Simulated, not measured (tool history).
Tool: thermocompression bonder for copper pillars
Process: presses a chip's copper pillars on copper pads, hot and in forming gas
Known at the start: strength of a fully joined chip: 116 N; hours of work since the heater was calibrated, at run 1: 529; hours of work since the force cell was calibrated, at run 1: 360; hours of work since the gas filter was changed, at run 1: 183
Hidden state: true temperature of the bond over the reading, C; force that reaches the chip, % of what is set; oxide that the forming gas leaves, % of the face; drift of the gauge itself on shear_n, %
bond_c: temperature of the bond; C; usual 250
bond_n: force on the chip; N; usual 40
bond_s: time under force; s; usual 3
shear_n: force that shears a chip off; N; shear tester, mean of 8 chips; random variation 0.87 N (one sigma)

run   hour  bond_c  bond_n  bond_s  hours of work since the heater was calibrated  hours of work since the force cell was calibrated  hours of work since the gas filter was changed  shear_n
  1      0     250      40       3                                            529                                                360                                             183     74.2
  2   20.9     250      40       3                                            538                                                369                                             192     73.2
  3   40.1     250      40       2                                            547                                                378                                             201     66.7
  4   62.8     250      31       3                                            558                                                388                                             211     60.3
  5   78.8     250      31       3                                            565                                                396                                             219     60.3
  6     89     248      40       3                                            570                                                400                                             223       72
  7  100.4     250      40       3                                            575                                                406                                             229     73.9
  8  122.1     250      40       4                                            585                                                416                                             239     76.5
  9  134.5     250      40       2                                            590                                                421                                             244     64.3
 10  144.8     250      40       2                                            595                                                426                                             249     65.3
 11  160.4     250      40       2                                            602                                                433                                             256       65
 12  173.2     250      40       2                                            608                                                439                                             262     64.1
 13  194.7     250      40       3                                            618                                                449                                             272     71.8
     204.7  -- forming gas filter changed
 14  210.8     250      40       3                                            625                                                456                                               3     78.8
 15  230.1     250      40       3                                            634                                                465                                              12     78.4
 16  246.8     250      58       3                                            642                                                472                                              19     97.4
 17  258.6     250      40       3                                            647                                                478                                              25     80.2
 18  280.9     238      40       3                                            657                                                488                                              35     70.8
 19  295.6     250      40       3                                            664                                                495                                              42     76.7
 20  314.3     250      40       3                                            673                                                503                                              50     77.9
 21  331.5     250      58       8                                            680                                                511                                              58    108.5
 22  342.9     250      54       3                                            686                                                516                                              63     91.3
 23  361.3     250      54       3                                            694                                                525                                              72     91.2
 24  377.3     223      39       3                                            701                                                532                                              79     58.4
 25  387.2     223      37       3                                            706                                                537                                              84     55.3
 26  399.7     256      53       7                                            712                                                542                                              89    106.5
 27  414.9     250      40       2                                            719                                                549                                              96     67.1
 28  433.1     250      25       8                                            727                                                558                                             105     71.9
 29  443.5     250      25       8                                            732                                                562                                             109     71.8
 30  455.9     270      26       8                                            737                                                568                                             115     83.1
 31  471.5     270      57       8                                            744                                                575                                             122    108.6
 32  491.5     254      38       3                                            754                                                584                                             131     73.4
 33  503.7     254      38       3                                            759                                                590                                             137     74.9
 34    515     254      37       5                                            764                                                595                                             142     82.1
 35  536.9     254      37       5                                            774                                                605                                             152     81.7
 36  557.2     237      55       7                                            784                                                614                                             161     97.6
 37  569.2     261      26       2                                            789                                                620                                             167     51.5
 38  588.8     250      40       2                                            798                                                629                                             176     65.9
 39  610.6     250      40       2                                            808                                                639                                             186     64.4

Hidden state or all else? Some run-to-run changes of shear_n, split into what the settings, what came in and random variation would give without the hidden state, and what is left for the hidden state (with any gauge scatter that isn't in both results):
Run 13 -> 14: forming gas filter changed. shear_n +7 N: hidden state +7.5, all else -0.5.
Run 25 -> 26: bond_c 223 -> 256, bond_n 37 -> 53, bond_s 3 -> 7. shear_n +51.2 N: hidden state +0.1, all else +51.1.
Run 26 -> 27: bond_c 256 -> 250, bond_n 53 -> 40, bond_s 7 -> 2. shear_n -39.4 N: hidden state -0.9, all else -38.5.
Run 31 -> 32: bond_c 270 -> 254, bond_n 57 -> 38, bond_s 8 -> 3. shear_n -35.2 N: hidden state -1.5, all else -33.7.
Run 36 -> 37: bond_c 237 -> 261, bond_n 55 -> 26, bond_s 7 -> 2. shear_n -46.1 N: hidden state +1.6, all else -47.7.
